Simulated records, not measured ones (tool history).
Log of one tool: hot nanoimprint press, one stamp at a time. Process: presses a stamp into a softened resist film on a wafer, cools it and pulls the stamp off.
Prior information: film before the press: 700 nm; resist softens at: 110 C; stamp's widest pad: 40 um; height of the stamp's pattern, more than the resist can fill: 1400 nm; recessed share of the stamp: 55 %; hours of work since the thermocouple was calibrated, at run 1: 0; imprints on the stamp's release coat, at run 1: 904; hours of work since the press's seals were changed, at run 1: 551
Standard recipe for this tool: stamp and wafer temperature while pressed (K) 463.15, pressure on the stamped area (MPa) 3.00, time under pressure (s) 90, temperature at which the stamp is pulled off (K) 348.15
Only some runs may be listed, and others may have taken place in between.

run     day  stamp and wafer temperature while pressed (K)  pressure on the stamped area (MPa)  time under pressure (s)  temperature at which the stamp is pulled off (K)  hours of work since the thermocouple was calibrated  imprints on the stamp's release coat  hours of work since the press's seals were changed  resist left under the stamp's widest pad (Å)  greatest force while the stamp is pulled off (N)
  1   0.000                                         463.15                                3.00                       90                                            348.15                                                    0                                   904                                                 551                                          3252                                               122
  2   0.962                                         463.15                                3.00                       90                                            335.15                                                   15                                   956                                                 567                                          3239                                               164
  3   1.988                                         463.15                                2.38                       90                                            348.15                                                   32                                  1012                                                 583                                          3680                                               119
  4   3.504                                         463.15                                4.69                       90                                            348.15                                                   56                                  1094                                                 608                                          2501                                               119
  5   5.204                                         463.15                                4.69                       90                                            348.15                                                   84                                  1187                                                 635                                          2503                                               127
  6   6.546                                         463.15                                4.69                       80                                            348.15                                                  105                                  1259                                                 656                                          2612                                               123
      7.083  -- press's hydraulic seals changed and the load cell set to zero
  7   8.812                                         463.15                                4.69                       80                                            348.15                                                  136                                  1364                                                  28                                          2595                                               122
  8   9.800                                         460.15                                3.00                       90                                            348.15                                                  152                                  1418                                                  44                                          3484                                               121
  9  10.992                                         460.15                                3.00                       90                                            348.15                                                  171                                  1483                                                  63                                          3473                                               122
     11.446  -- stamp cleaned and given a new release coat
 10  12.867                                         460.15                                3.00                       90                                            348.15                                                  197                                    77                                                  89                                          3462                                               115
 11  14.233                                         460.15                                3.00                       90                                            348.15                                                  219                                   151                                                 111                                          3473                                               120
 12  15.404                                         463.15                                3.00                       52                                            348.15                                                  238                                   215                                                 129                                          3814                                               124
 13  17.425                                         463.15                                3.00                       90                                            333.15                                                  270                                   324                                                 162                                          3227                                               174
 14  18.467                                         463.15                                3.00                      154                                            348.15                                                  287                                   381                                                 179                                          2706                                               120
 15  20.400                                         463.15                                3.00                      154                                            348.15                                                  318                                   486                                                 210                                          2714                                               125
 16  21.925                                         463.15                                3.00                      154                                            348.15                                                  342                                   569                                                 234                                          2695                                               125
 17  22.929                                         469.15                                2.64                       90                                            348.15                                                  359                                   623                                                 250                                          3021                                               122
 18  24.221                                         469.15                                2.64                       90                                            348.15                                                  379                                   693                                                 271                                          3019                                               123
 19  26.417                                         469.15                                2.25                      110                                            347.15                                                  414                                   812                                                 306                                          3098                                               126
 20  28.158                                         468.15                                3.59                       90                                            348.15                                                  442                                   907                                                 334                                          2585                                               122
 21  29.642                                         470.15                                4.38                       90                                            348.15                                                  466                                   988                                                 358                                          2190                                               122
 22  31.071                                         470.15                                2.83                       90                                            355.15                                                  489                                  1065                                                 381                                          2825                                                98
 23  32.575                                         474.15                                2.11                       90                                            341.15                                                  513                                  1147                                                 405                                          3088                                               142
 24  33.625                                         474.15                                2.11                       90                                            341.15                                                  530                                  1204                                                 422                                          3090                                               145
 25  34.858                                         462.15                                3.00                       90                                            339.15                                                  550                                  1271                                                 442                                          3290                                               154
 26  36.171                                         462.15                                3.00                       90                                            339.15                                                  571                                  1342                                                 463                                          3310                                               155
 27  37.538                                         463.15                                4.42                       90                                            348.15                                                  593                                  1416                                                 485                                          2577                                               121
     37.854  -- plate thermocouple calibrated
     39.417  -- stamp cleaned and given a new release coat
 28  39.625                                         463.15                                3.00                       90                                            335.15                                                   24                                    11                                                 512                                          3225                                               163
 29  41.546                                         458.15                                2.93                       90                                            335.15                                                   55                                   115                                                 543                                          3665                                               163
 30  42.529                                         458.15                                2.93                       90                                            335.15                                                   71                                   169                                                 559                                          3673                                               161

Alternative continuations, all from the tool just after run 30; predict every row:
  A  44.683                                         458.15                                4.50                       90                                            335.15                                                  106                                   286                                                 593                                             ?                                                 ?
  B  44.683                                         458.15                                3.50                      164                                            347.15                                                  106                                   286                                                 593                                             ?                                                 ?
  C  44.683                                         463.15                                3.50                       90                                            350.15                                                  106                                   286                                                 593                                             ?                                                 ?

run  resist left under the stamp's widest pad (Å)  greatest force while the stamp is pulled off (N)
  A                                          2878                                               168
  B                                          2747                                               129
  C                                          2947                                               113
Stripped of hidden state, with their random variation kept, the same runs would have yielded:
run  resist left under the stamp's widest pad (Å)  greatest force while the stamp is pulled off (N)
  A                                          2903                                               168
  B                                          2771                                               129
  C                                          2972                                               113

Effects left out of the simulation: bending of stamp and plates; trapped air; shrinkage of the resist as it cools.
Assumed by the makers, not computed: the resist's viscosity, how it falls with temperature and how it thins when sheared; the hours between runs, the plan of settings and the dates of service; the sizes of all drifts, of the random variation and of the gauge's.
